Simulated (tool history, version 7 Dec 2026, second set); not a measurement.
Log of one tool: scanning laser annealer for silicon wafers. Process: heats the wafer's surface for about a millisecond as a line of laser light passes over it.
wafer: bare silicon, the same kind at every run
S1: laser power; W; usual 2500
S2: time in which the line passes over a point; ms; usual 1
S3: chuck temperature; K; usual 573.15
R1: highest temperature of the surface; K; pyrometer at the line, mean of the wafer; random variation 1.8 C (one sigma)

{"run": 1, "hour": 0.0, "S1": 2500, "S2": 1, "S3": 573.15, "R1": 1303.15}
{"run": 2, "hour": 14.8, "S1": 2249, "S2": 1, "S3": 573.15, "R1": 1232.15}
{"run": 3, "hour": 38.5, "S1": 2249, "S2": 1, "S3": 573.15, "R1": 1230.15}
{"run": 4, "hour": 54.3, "S1": 2249, "S2": 1, "S3": 573.15, "R1": 1227.15}
{"run": 5, "hour": 67.5, "S1": 2249, "S2": 1, "S3": 573.15, "R1": 1230.15}
{"run": 6, "hour": 90.7, "S1": 2500, "S2": 1, "S3": 573.15, "R1": 1301.15}
{"run": 7, "hour": 113.8, "S1": 2134, "S2": 1, "S3": 573.15, "R1": 1193.15}
{"run": 8, "hour": 126.5, "S1": 2134, "S2": 1, "S3": 573.15, "R1": 1190.15}
{"run": 9, "hour": 147.9, "S1": 2134, "S2": 1, "S3": 573.15, "R1": 1195.15}
{"run": 10, "hour": 164.1, "S1": 2134, "S2": 1, "S3": 573.15, "R1": 1193.15}
{"run": 11, "hour": 185.7, "S1": 2134, "S2": 1, "S3": 573.15, "R1": 1191.15}
{"run": 12, "hour": 200.0, "S1": 2134, "S2": 1, "S3": 612.15, "R1": 1228.15}
{"run": 13, "hour": 211.6, "S1": 2134, "S2": 1, "S3": 612.15, "R1": 1228.15}
{"run": 14, "hour": 234.7, "S1": 2134, "S2": 1, "S3": 612.15, "R1": 1228.15}
{"run": 15, "hour": 254.5, "S1": 2134, "S2": 1.16, "S3": 612.15, "R1": 1283.15}
{"run": 16, "hour": 273.9, "S1": 2500, "S2": 1, "S3": 573.15, "R1": 1295.15}
{"run": 17, "hour": 296.9, "S1": 2500, "S2": 1, "S3": 586.15, "R1": 1304.15}
{"run": 18, "hour": 308.8, "S1": 2500, "S2": 1, "S3": 586.15, "R1": 1305.15}
{"hour": 312.8, "done": "window over the wafer cleaned"}
{"run": 19, "hour": 324.0, "S1": 2500, "S2": 1, "S3": 586.15, "R1": 1336.15}
{"run": 20, "hour": 341.3, "S1": 2500, "S2": 1, "S3": 586.15, "R1": 1332.15}
{"run": 21, "hour": 353.4, "S1": 2500, "S2": 1, "S3": 586.15, "R1": 1334.15}
{"run": 22, "hour": 371.5, "S1": 2598, "S2": 1.19, "S3": 573.15, "R1": 1434.15}
{"run": 23, "hour": 390.6, "S1": 2500, "S2": 1.03, "S3": 593.15, "R1": 1353.15}
{"run": 24, "hour": 410.8, "S1": 2500, "S2": 1.03, "S3": 593.15, "R1": 1351.15}
{"run": 25, "hour": 423.1, "S1": 2500, "S2": 1, "S3": 610.15, "R1": 1354.15}
{"run": 26, "hour": 445.3, "S1": 2500, "S2": 1, "S3": 610.15, "R1": 1355.15}
{"run": 27, "hour": 461.9, "S1": 2500, "S2": 1.11, "S3": 608.15, "R1": 1400.15}
{"run": 28, "hour": 478.0, "S1": 2292, "S2": 1.24, "S3": 601.15, "R1": 1375.15}
{"run": 29, "hour": 491.2, "S1": 2589, "S2": 0.71, "S3": 541.15, "R1": 1164.15}
{"run": 30, "hour": 509.5, "S1": 2284, "S2": 0.71, "S3": 597.15, "R1": 1153.15}
{"run": 31, "hour": 530.0, "S1": 2205, "S2": 1, "S3": 536.15, "R1": 1191.15}

The next listed run, before its measurement:
{"run": 32, "hour": 545.3, "S1": 2158, "S2": 1, "S3": 607.15, "R1": "?"}

Run 32 gave R1 1247.15 K.
Without the tool's hidden state the same run would have given R1 1257.15 K.
